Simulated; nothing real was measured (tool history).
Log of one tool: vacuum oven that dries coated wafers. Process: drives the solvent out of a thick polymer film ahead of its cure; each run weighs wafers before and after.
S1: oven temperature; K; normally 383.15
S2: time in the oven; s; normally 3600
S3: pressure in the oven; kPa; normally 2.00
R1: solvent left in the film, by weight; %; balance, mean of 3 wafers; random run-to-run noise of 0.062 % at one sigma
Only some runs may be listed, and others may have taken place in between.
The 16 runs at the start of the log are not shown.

| run | day | S1 | S2 | S3 | R1 |
|---|---|---|---|---|---|
| 17 | 7.983 | 375.15 | 5880 | 2.00 | 5.15 |
| 18 | 8.583 | 375.15 | 5880 | 2.00 | 5.05 |
|  | 8.796 | oven's thermocouples calibrated, once more |
| 19 | 9.125 | 375.15 | 5880 | 2.00 | 4.97 |
| 20 | 9.662 | 383.15 | 3600 | 2.00 | 5.68 |
| 21 | 10.246 | 383.15 | 3600 | 2.00 | 5.72 |
| 22 | 10.642 | 383.15 | 3600 | 2.00 | 5.74 |
| 23 | 10.917 | 383.15 | 3600 | 2.00 | 5.68 |
| 24 | 11.350 | 383.15 | 3600 | 2.00 | 5.66 |
| 25 | 11.612 | 383.15 | 3600 | 3.17 | 6.09 |
| 26 | 12.150 | 397.15 | 3600 | 7.20 | 3.67 |

Run 27 comes next. What will it give?
| 27 | 12.692 | 383.15 | 2580 | 7.44 | ? |

For run 27 the tool returned R1 9.60 %.
Minus the tool's unlogged condition, the same run would have read R1 9.67 %.
